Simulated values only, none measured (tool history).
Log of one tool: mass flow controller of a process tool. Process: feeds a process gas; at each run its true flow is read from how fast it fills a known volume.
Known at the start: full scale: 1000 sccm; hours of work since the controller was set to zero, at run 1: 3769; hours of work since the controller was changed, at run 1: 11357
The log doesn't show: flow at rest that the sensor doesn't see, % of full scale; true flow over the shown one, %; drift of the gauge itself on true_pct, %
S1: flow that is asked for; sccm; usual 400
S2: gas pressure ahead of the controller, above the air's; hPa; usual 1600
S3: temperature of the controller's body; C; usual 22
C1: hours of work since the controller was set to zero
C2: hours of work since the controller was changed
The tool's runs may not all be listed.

{"run": 1, "hour": 0.0, "S1": 400, "S2": 1600, "S3": 22, "C1": 3769, "C2": 11357, "true flow (%)": 99.44}
{"run": 2, "hour": 229.3, "S1": 400, "S2": 1600, "S3": 22, "C1": 3936, "C2": 11524, "true flow (%)": 99.44}
{"run": 3, "hour": 391.4, "S1": 400, "S2": 1600, "S3": 22, "C1": 4055, "C2": 11642, "true flow (%)": 99.36}
{"run": 4, "hour": 640.9, "S1": 400, "S2": 1600, "S3": 22, "C1": 4237, "C2": 11824, "true flow (%)": 99.4}
{"run": 5, "hour": 825.4, "S1": 400, "S2": 1600, "S3": 22, "C1": 4372, "C2": 11959, "true flow (%)": 99.26}
{"run": 6, "hour": 1084.0, "S1": 400, "S2": 1600, "S3": 22, "C1": 4560, "C2": 12148, "true flow (%)": 99.12}
{"run": 7, "hour": 1357.3, "S1": 400, "S2": 1600, "S3": 24, "C1": 4760, "C2": 12347, "true flow (%)": 98.96}
{"run": 8, "hour": 1715.4, "S1": 400, "S2": 1600, "S3": 24, "C1": 5021, "C2": 12609, "true flow (%)": 98.7}
{"run": 9, "hour": 2074.5, "S1": 400, "S2": 1600, "S3": 24, "C1": 5283, "C2": 12871, "true flow (%)": 98.75}
{"run": 10, "hour": 2302.7, "S1": 400, "S2": 1600, "S3": 24, "C1": 5450, "C2": 13037, "true flow (%)": 98.74}
{"hour": 2370.8, "done": "controller exchanged for a calibrated one"}
{"run": 11, "hour": 2589.0, "S1": 321, "S2": 1600, "S3": 22, "C1": 159, "C2": 159, "true flow (%)": 98.97}
{"run": 12, "hour": 2964.5, "S1": 853, "S2": 1600, "S3": 22, "C1": 433, "C2": 433, "true flow (%)": 99.43}
{"run": 13, "hour": 3137.4, "S1": 853, "S2": 1600, "S3": 22, "C1": 560, "C2": 560, "true flow (%)": 99.51}
{"run": 14, "hour": 3303.2, "S1": 853, "S2": 1600, "S3": 22, "C1": 681, "C2": 681, "true flow (%)": 99.47}
{"run": 15, "hour": 3632.9, "S1": 400, "S2": 1600, "S3": 22, "C1": 921, "C2": 921, "true flow (%)": 98.82}
{"run": 16, "hour": 3885.0, "S1": 107, "S2": 1600, "S3": 22, "C1": 1105, "C2": 1105, "true flow (%)": 98.28}
{"run": 17, "hour": 4269.6, "S1": 107, "S2": 1600, "S3": 22, "C1": 1386, "C2": 1386, "true flow (%)": 98.34}
{"run": 18, "hour": 4547.1, "S1": 107, "S2": 1600, "S3": 22, "C1": 1589, "C2": 1589, "true flow (%)": 98.32}
{"run": 19, "hour": 4899.3, "S1": 232, "S2": 2130, "S3": 22, "C1": 1846, "C2": 1846, "true flow (%)": 98.53}
{"run": 20, "hour": 5133.3, "S1": 237, "S2": 2130, "S3": 22, "C1": 2016, "C2": 2016, "true flow (%)": 98.3}
{"run": 21, "hour": 5418.8, "S1": 400, "S2": 1600, "S3": 38, "C1": 2225, "C2": 2225, "true flow (%)": 96.95}
{"run": 22, "hour": 5693.3, "S1": 137, "S2": 1800, "S3": 30, "C1": 2425, "C2": 2425, "true flow (%)": 97.27}
{"run": 23, "hour": 6042.3, "S1": 206, "S2": 2620, "S3": 35, "C1": 2680, "C2": 2680, "true flow (%)": 96.86}
{"run": 24, "hour": 6307.8, "S1": 206, "S2": 2620, "S3": 35, "C1": 2874, "C2": 2874, "true flow (%)": 96.85}
{"run": 25, "hour": 6574.2, "S1": 206, "S2": 2620, "S3": 35, "C1": 3068, "C2": 3068, "true flow (%)": 96.95}
{"run": 26, "hour": 6949.1, "S1": 597, "S2": 1480, "S3": 22, "C1": 3342, "C2": 3342, "true flow (%)": 98.32}
{"run": 27, "hour": 7142.1, "S1": 400, "S2": 1630, "S3": 34, "C1": 3483, "C2": 3483, "true flow (%)": 96.85}
{"run": 28, "hour": 7345.0, "S1": 129, "S2": 1690, "S3": 24, "C1": 3631, "C2": 3631, "true flow (%)": 97.64}
{"run": 29, "hour": 7602.9, "S1": 507, "S2": 2570, "S3": 25, "C1": 3819, "C2": 3819, "true flow (%)": 98.02}
{"run": 30, "hour": 7967.7, "S1": 507, "S2": 2570, "S3": 25, "C1": 4085, "C2": 4085, "true flow (%)": 97.99}
{"run": 31, "hour": 8221.5, "S1": 710, "S2": 2130, "S3": 22, "C1": 4271, "C2": 4271, "true flow (%)": 98.48}
{"run": 32, "hour": 8535.3, "S1": 545, "S2": 2450, "S3": 22, "C1": 4500, "C2": 4500, "true flow (%)": 98.19}
{"run": 33, "hour": 8723.6, "S1": 545, "S2": 2450, "S3": 22, "C1": 4637, "C2": 4637, "true flow (%)": 98.21}
{"run": 34, "hour": 8924.9, "S1": 637, "S2": 2530, "S3": 28, "C1": 4784, "C2": 4784, "true flow (%)": 97.56}
{"run": 35, "hour": 9213.9, "S1": 181, "S2": 1550, "S3": 21, "C1": 4995, "C2": 4995, "true flow (%)": 97.44}

Forecast each of these 4 alternatives for the next run:
{"run": "A", "hour": 9535.2, "S1": 181, "S2": 1670, "S3": 21, "C1": 5230, "C2": 5230, "true flow (%)": "?"}
{"run": "B", "hour": 9535.2, "S1": 688, "S2": 2760, "S3": 26, "C1": 5230, "C2": 5230, "true flow (%)": "?"}
{"run": "C", "hour": 9535.2, "S1": 181, "S2": 2320, "S3": 20, "C1": 5230, "C2": 5230, "true flow (%)": "?"}
{"run": "D", "hour": 9535.2, "S1": 181, "S2": 1990, "S3": 23, "C1": 5230, "C2": 5230, "true flow (%)": "?"}

run=A true_flow_(%)=97.48
run=B true_flow_(%)=97.92
run=C true_flow_(%)=97.74
run=D true_flow_(%)=97.36
Without the tool's hidden state the same runs would have given:
run=A true_flow_(%)=99.3
run=B true_flow_(%)=99.74
run=C true_flow_(%)=99.57
run=D true_flow_(%)=99.18

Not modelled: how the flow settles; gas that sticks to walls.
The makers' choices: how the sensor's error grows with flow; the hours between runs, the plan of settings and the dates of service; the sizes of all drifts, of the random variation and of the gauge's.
